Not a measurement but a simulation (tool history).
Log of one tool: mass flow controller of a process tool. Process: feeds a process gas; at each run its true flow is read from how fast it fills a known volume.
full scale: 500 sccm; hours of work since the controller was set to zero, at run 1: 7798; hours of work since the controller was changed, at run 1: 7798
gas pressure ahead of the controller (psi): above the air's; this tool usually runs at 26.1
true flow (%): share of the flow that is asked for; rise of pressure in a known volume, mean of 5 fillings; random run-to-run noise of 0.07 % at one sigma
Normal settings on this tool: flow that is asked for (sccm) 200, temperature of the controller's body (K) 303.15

run	day	flow that is asked for (sccm)	gas pressure ahead of the controller (psi)	temperature of the controller's body (K)	hours of work since the controller was set to zero	hours of work since the controller was changed	true flow (%)
1	0.000	200	26.1	303.15	7798	7798	93.10
2	7.888	200	26.1	303.15	7879	7879	92.94
# day 8.433: controller exchanged for a calibrated one
3	15.950	72	26.1	303.15	77	77	97.96
4	26.054	72	26.1	303.15	180	180	97.97
5	35.033	200	26.1	303.15	271	271	98.55
6	45.200	200	26.1	302.15	375	375	98.58
7	49.312	200	26.1	302.15	417	417	98.53
8	55.542	200	26.1	308.15	481	481	98.31
9	59.958	200	26.1	308.15	526	526	98.27
10	68.946	123	26.1	303.15	617	617	98.02
11	77.621	123	26.1	303.15	706	706	97.88
12	85.417	123	26.1	302.15	785	785	97.75
13	94.612	123	26.1	302.15	879	879	97.82
14	99.229	123	26.1	302.15	926	926	97.61
15	106.679	123	26.1	302.15	1002	1002	97.60
16	114.896	123	26.1	302.15	1086	1086	97.61
17	119.483	123	26.1	302.15	1133	1133	97.62
18	127.296	123	26.1	302.15	1212	1212	97.57
19	136.975	200	26.1	306.15	1311	1311	97.75
20	144.212	200	26.1	303.15	1385	1385	97.77
21	149.283	200	26.1	303.15	1437	1437	97.74
22	157.700	200	26.1	303.15	1523	1523	97.71
23	167.871	117	26.1	295.15	1626	1626	97.35
24	176.700	117	26.1	295.15	1716	1716	97.30
25	181.088	117	26.1	295.15	1761	1761	97.18
26	186.346	63	21.9	303.15	1815	1815	96.42
27	192.971	135	26.1	303.15	1882	1882	97.03
28	199.725	200	26.1	310.15	1951	1951	97.17
29	207.288	200	26.1	310.15	2028	2028	97.09
30	215.096	200	26.1	294.15	2108	2108	97.42
31	220.154	200	26.1	305.15	2160	2160	97.18
32	226.333	200	26.1	305.15	2223	2223	97.23
33	232.433	200	36.3	304.15	2285	2285	97.18
34	239.567	117	37.1	295.15	2358	2358	96.73
35	249.650	117	37.1	295.15	2460	2460	96.66
36	257.362	60	26.8	297.15	2539	2539	95.73
37	263.062	280	35.0	301.15	2597	2597	97.28
38	272.138	148	26.4	303.15	2690	2690	96.61
39	276.642	122	26.4	313.15	2736	2736	96.01
40	281.900	200	29.4	297.15	2789	2789	96.88

The logged runs with the hidden state left out (each run's random variation unchanged):
Hidden state at play: flow at rest that the sensor doesn't see, % of full scale; true flow over the shown one, %; drift of the gauge itself on true_pct, %.
run	true flow (%)
1	98.80
2	98.69
3	98.19
4	98.29
5	98.83
6	98.93
7	98.91
8	98.72
9	98.72
10	98.61
11	98.54
12	98.47
13	98.61
14	98.44
15	98.47
16	98.55
17	98.59
18	98.60
19	98.71
20	98.78
21	98.79
22	98.81
23	98.71
24	98.73
25	98.65
26	98.37
27	98.52
28	98.56
29	98.52
30	98.91
31	98.70
32	98.80
33	98.79
34	98.66
35	98.68
36	98.47
37	98.98
38	98.65
39	98.21
40	98.83
